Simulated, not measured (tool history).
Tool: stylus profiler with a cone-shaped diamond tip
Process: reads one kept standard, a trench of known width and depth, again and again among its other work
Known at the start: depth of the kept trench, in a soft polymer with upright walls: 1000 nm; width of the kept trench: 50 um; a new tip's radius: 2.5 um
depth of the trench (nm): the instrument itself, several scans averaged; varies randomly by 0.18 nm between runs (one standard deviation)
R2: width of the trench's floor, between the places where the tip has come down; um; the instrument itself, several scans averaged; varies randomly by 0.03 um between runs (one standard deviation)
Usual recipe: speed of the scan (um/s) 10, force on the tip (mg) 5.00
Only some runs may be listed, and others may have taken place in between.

run 1 day=0.000 | speed_of_the_scan_(um/s)=10 force_on_the_tip_(mg)=5.00 | depth_of_the_trench_(nm)=1020.61 R2=45.76
run 2 day=0.600 | speed_of_the_scan_(um/s)=21 force_on_the_tip_(mg)=5.00 | depth_of_the_trench_(nm)=1021.08 R2=45.78
run 3 day=1.012 | speed_of_the_scan_(um/s)=21 force_on_the_tip_(mg)=5.00 | depth_of_the_trench_(nm)=1020.74 R2=45.76
run 4 day=1.433 | speed_of_the_scan_(um/s)=2 force_on_the_tip_(mg)=5.00 | depth_of_the_trench_(nm)=1021.10 R2=45.79
run 5 day=2.033 | speed_of_the_scan_(um/s)=2 force_on_the_tip_(mg)=5.00 | depth_of_the_trench_(nm)=1020.70 R2=45.78
run 6 day=2.379 | speed_of_the_scan_(um/s)=2 force_on_the_tip_(mg)=5.00 | depth_of_the_trench_(nm)=1020.82 R2=45.80
run 7 day=2.925 | speed_of_the_scan_(um/s)=2 force_on_the_tip_(mg)=5.00 | depth_of_the_trench_(nm)=1021.19 R2=45.81
run 8 day=3.400 | speed_of_the_scan_(um/s)=2 force_on_the_tip_(mg)=5.00 | depth_of_the_trench_(nm)=1021.13 R2=45.78
run 9 day=3.721 | speed_of_the_scan_(um/s)=2 force_on_the_tip_(mg)=5.00 | depth_of_the_trench_(nm)=1021.02 R2=45.76
-- day=3.783 height scale calibrated on a step standard
run 10 day=4.454 | speed_of_the_scan_(um/s)=2 force_on_the_tip_(mg)=5.00 | depth_of_the_trench_(nm)=1020.57 R2=45.70
run 11 day=4.921 | speed_of_the_scan_(um/s)=10 force_on_the_tip_(mg)=1.69 | depth_of_the_trench_(nm)=1009.60 R2=45.71
run 12 day=5.558 | speed_of_the_scan_(um/s)=3 force_on_the_tip_(mg)=4.17 | depth_of_the_trench_(nm)=1018.37 R2=45.72

Forecast run 13:
run 13 day=5.871 | speed_of_the_scan_(um/s)=26 force_on_the_tip_(mg)=5.05 | depth_of_the_trench_(nm)=? R2=?

Run 13 produced depth of the trench (nm) 1020.97, R2 45.59 um.
Take away the tool's hidden state, keep the run-to-run variation as it was, and the same run would have given depth of the trench (nm) 1021.47, R2 45.85 um.

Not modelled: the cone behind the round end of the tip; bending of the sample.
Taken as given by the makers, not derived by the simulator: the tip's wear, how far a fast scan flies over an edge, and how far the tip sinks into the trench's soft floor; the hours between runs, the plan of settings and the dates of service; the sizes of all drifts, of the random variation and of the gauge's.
